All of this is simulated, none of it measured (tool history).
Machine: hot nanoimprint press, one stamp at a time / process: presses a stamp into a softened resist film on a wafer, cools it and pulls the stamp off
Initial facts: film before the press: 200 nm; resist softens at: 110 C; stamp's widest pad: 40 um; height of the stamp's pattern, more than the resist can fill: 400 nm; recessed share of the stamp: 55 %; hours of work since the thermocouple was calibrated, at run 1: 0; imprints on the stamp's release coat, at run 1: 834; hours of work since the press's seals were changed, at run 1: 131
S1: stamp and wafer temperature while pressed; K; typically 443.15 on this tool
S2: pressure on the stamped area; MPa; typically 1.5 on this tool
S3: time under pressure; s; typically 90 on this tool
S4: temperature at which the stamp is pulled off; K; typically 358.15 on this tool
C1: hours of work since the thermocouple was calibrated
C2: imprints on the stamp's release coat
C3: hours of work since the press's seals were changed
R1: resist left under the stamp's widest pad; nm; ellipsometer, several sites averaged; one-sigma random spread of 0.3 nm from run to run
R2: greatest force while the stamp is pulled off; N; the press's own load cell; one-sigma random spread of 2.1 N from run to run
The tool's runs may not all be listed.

run,hour,S1,S2,S3,S4,C1,C2,C3,R1,R2
1,0,443.15,1.5,90,358.15,0,834,131,96.5,91
2,12.4,441.15,1.5,90,358.15,7,868,138,103.6,91
3,30.8,441.15,1.5,93,358.15,18,918,149,102.2,89
4,51.8,441.15,1.5,93,358.15,30,975,161,102.1,89
5,77.1,443.15,1.5,90,358.15,45,1044,176,96.1,91
6,100.1,443.15,1.5,90,358.15,58,1107,189,96.2,87
7,112.2,443.15,1.5,90,354.15,65,1140,196,96.2,96
8,136.5,443.15,1.5,90,354.15,79,1206,210,96.3,99
9,149.2,442.15,1.25,97,363.15,86,1241,218,107,80
10,168.5,454.15,1.3,90,358.15,97,1293,229,72.9,94
11,192.2,454.15,1.3,90,358.15,111,1358,242,73,87
12,216.6,454.15,1.3,90,358.15,125,1424,257,73.3,88
13,229.4,450.15,1.65,166,362.15,133,1460,264,58.5,84
14,244.8,454.15,1.65,62,362.15,142,1501,273,72.1,83
15,262.6,443.15,1.5,89,346.15,152,1550,283,96.7,115
16,289,442.15,1.5,170,364.15,167,1622,298,81.6,80

Below are 5 alternative next runs, each starting from the tool's condition after run 16. Predict each:
A,314,439.15,1.52,170,356.15,182,1690,313,?,?
B,314,442.15,0.91,170,360.15,182,1690,313,?,?
C,314,449.15,1.5,100,364.15,182,1690,313,?,?
D,314,442.15,2.25,170,364.15,182,1690,313,?,?
E,314,442.15,1.02,170,362.15,182,1690,313,?,?

run,R1,R2
A,90.2,92
B,107.7,88
C,76.5,79
D,64,79
E,101.1,83
With no hidden state in the tool, these same runs would have given:
run,R1,R2
A,90.2,92
B,107.6,87
C,76.4,78
D,64,78
E,101.1,82
